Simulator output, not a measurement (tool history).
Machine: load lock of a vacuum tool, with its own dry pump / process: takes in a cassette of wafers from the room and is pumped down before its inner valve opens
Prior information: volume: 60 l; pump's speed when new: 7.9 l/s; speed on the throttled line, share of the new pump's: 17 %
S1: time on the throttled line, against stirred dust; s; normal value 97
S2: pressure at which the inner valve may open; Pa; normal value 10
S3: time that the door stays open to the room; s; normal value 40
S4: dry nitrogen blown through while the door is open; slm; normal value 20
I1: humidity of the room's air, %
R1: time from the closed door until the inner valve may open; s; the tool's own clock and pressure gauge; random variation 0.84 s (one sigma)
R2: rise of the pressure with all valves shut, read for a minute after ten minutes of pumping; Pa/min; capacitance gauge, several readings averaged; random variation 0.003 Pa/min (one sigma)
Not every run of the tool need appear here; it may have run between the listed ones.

| run | hour | S1 | S2 | S3 | S4 | I1 | R1 | R2 |
|---|---|---|---|---|---|---|---|---|
| 1 | 0.0 | 97 | 10 | 40 | 20 | 44.6 | 153.7 | 0.042 |
| 2 | 370.4 | 97 | 10 | 40 | 20 | 43.6 | 154.6 | 0.048 |
| 3 | 971.9 | 97 | 10 | 40 | 20 | 43.2 | 154.7 | 0.066 |
| 4 | 1410.0 | 97 | 10 | 40 | 20 | 40.3 | 156.7 | 0.086 |
| 5 | 1798.8 | 97 | 10 | 40 | 20 | 44.1 | 155.3 | 0.103 |
| 6 | 2466.2 | 97 | 10 | 161 | 20 | 44.6 | 154.3 | 0.172 |
| 7 | 3110.2 | 97 | 10 | 161 | 20 | 45.9 | 154.8 | 0.218 |
| 8 | 3478.0 | 97 | 10 | 161 | 20 | 42.4 | 154.0 | 0.250 |
| 9 | 3947.6 | 97 | 10 | 161 | 15 | 47.3 | 156.8 | 0.296 |
| 10 | 4307.3 | 97 | 10 | 40 | 20 | 46.7 | 155.3 | 0.277 |
| 11 | 4957.9 | 57 | 10 | 40 | 20 | 44.9 | 122.9 | 0.325 |
| 12 | 5628.2 | 97 | 10 | 40 | 20 | 46.2 | 156.7 | 0.394 |
| 13 | 6232.0 | 97 | 10 | 40 | 20 | 41.1 | 155.4 | 0.459 |
| 14 | 6752.7 | 97 | 10 | 40 | 20 | 44.3 | 156.2 | 0.524 |
| 15 | 7034.0 | 97 | 10 | 40 | 20 | 43.7 | 157.1 | 0.549 |
| 16 | 7460.5 | 97 | 10 | 40 | 20 | 43.7 | 156.9 | 0.598 |
|  | 7936.2 | door's seal changed, seat wiped |
| 17 | 8016.0 | 97 | 10 | 40 | 20 | 46.8 | 157.4 | 0.030 |
|  | 8506.9 | dry pump taken out, an overhauled one fitted |
| 18 | 8507.3 | 95 | 10 | 40 | 20 | 43.4 | 150.1 | 0.044 |
| 19 | 8946.9 | 97 | 10 | 40 | 20 | 45.2 | 151.8 | 0.057 |
| 20 | 9237.8 | 97 | 8 | 40 | 5 | 43.3 | 154.5 | 0.078 |
| 21 | 9637.1 | 97 | 11 | 148 | 5 | 45.2 | 149.8 | 0.130 |
| 22 | 10047.9 | 49 | 14 | 48 | 7 | 43.6 | 110.1 | 0.111 |
| 23 | 10384.1 | 49 | 10 | 31 | 9 | 44.8 | 111.7 | 0.117 |
| 24 | 10943.7 | 49 | 10 | 31 | 9 | 46.0 | 112.8 | 0.157 |
| 25 | 11344.4 | 72 | 10 | 40 | 20 | 46.2 | 131.0 | 0.168 |
| 26 | 11949.9 | 72 | 10 | 40 | 20 | 45.1 | 131.8 | 0.221 |
| 27 | 12516.5 | 72 | 10 | 40 | 20 | 45.1 | 131.9 | 0.267 |
| 28 | 13003.0 | 70 | 8 | 51 | 20 | 48.7 | 131.2 | 0.313 |

Run 29, settings as shown, results not yet in. Your forecast:
| 29 | 13396.6 | 70 | 8 | 51 | 18 | 44.4 | ? | ? |

Run 29 gave R1 132.8 s, R2 0.346 Pa/min.
The same run, on a tool lacking any hidden state, would have yielded R1 130.5 s, R2 0.032 Pa/min.
